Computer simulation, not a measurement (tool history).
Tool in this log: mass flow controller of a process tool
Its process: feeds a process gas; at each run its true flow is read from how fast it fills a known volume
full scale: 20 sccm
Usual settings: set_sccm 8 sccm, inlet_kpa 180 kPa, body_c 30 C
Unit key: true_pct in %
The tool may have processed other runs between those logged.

run 1 hour=0.0 | set_sccm=8 inlet_kpa=180 body_c=30 | true_pct=98.38
run 2 hour=397.5 | set_sccm=8 inlet_kpa=180 body_c=30 | true_pct=98.11
run 3 hour=598.7 | set_sccm=8 inlet_kpa=180 body_c=30 | true_pct=98.08
run 4 hour=931.9 | set_sccm=8 inlet_kpa=180 body_c=30 | true_pct=98.09
run 5 hour=1199.1 | set_sccm=8 inlet_kpa=180 body_c=30 | true_pct=98.06
run 6 hour=1399.8 | set_sccm=8 inlet_kpa=180 body_c=30 | true_pct=97.92
run 7 hour=1656.3 | set_sccm=8 inlet_kpa=180 body_c=22 | true_pct=98.34
run 8 hour=2051.0 | set_sccm=3 inlet_kpa=180 body_c=22 | true_pct=100.71
run 9 hour=2327.9 | set_sccm=3 inlet_kpa=180 body_c=22 | true_pct=100.70
run 10 hour=2608.7 | set_sccm=8 inlet_kpa=180 body_c=30 | true_pct=97.81
-- hour=3016.0 controller's zero set anew
run 11 hour=3019.7 | set_sccm=8 inlet_kpa=160 body_c=30 | true_pct=98.64
run 12 hour=3335.8 | set_sccm=8 inlet_kpa=180 body_c=30 | true_pct=98.53
run 13 hour=3620.9 | set_sccm=8 inlet_kpa=180 body_c=30 | true_pct=98.50
run 14 hour=3952.2 | set_sccm=8 inlet_kpa=180 body_c=30 | true_pct=98.52
-- hour=4019.8 controller's zero set anew, once more
run 15 hour=4186.9 | set_sccm=8 inlet_kpa=180 body_c=30 | true_pct=95.17
run 16 hour=4467.4 | set_sccm=8 inlet_kpa=180 body_c=30 | true_pct=95.20
run 17 hour=4845.9 | set_sccm=8 inlet_kpa=156 body_c=30 | true_pct=94.91
run 18 hour=5256.6 | set_sccm=8 inlet_kpa=156 body_c=30 | true_pct=94.95
run 19 hour=5482.5 | set_sccm=8 inlet_kpa=180 body_c=30 | true_pct=94.90
run 20 hour=5651.7 | set_sccm=8 inlet_kpa=180 body_c=30 | true_pct=94.91
run 21 hour=6049.2 | set_sccm=4 inlet_kpa=180 body_c=30 | true_pct=95.24
-- hour=6231.2 controller exchanged for a calibrated one
run 22 hour=6231.2 | set_sccm=8 inlet_kpa=180 body_c=30 | true_pct=99.19
run 23 hour=6433.4 | set_sccm=8 inlet_kpa=180 body_c=30 | true_pct=99.11
run 24 hour=6820.7 | set_sccm=8 inlet_kpa=180 body_c=30 | true_pct=99.05
run 25 hour=7050.2 | set_sccm=8 inlet_kpa=180 body_c=30 | true_pct=98.96
run 26 hour=7339.8 | set_sccm=8 inlet_kpa=196 body_c=32 | true_pct=98.90
run 27 hour=7552.2 | set_sccm=5 inlet_kpa=180 body_c=30 | true_pct=98.91

Run 28 comes next. What will it give?
run 28 hour=7912.1 | set_sccm=9 inlet_kpa=156 body_c=30 | true_pct=?

{"run 28": {"true_pct": 98.65}}
Minus the tool's unlogged condition, the same run would have read true_pct 98.93 %.

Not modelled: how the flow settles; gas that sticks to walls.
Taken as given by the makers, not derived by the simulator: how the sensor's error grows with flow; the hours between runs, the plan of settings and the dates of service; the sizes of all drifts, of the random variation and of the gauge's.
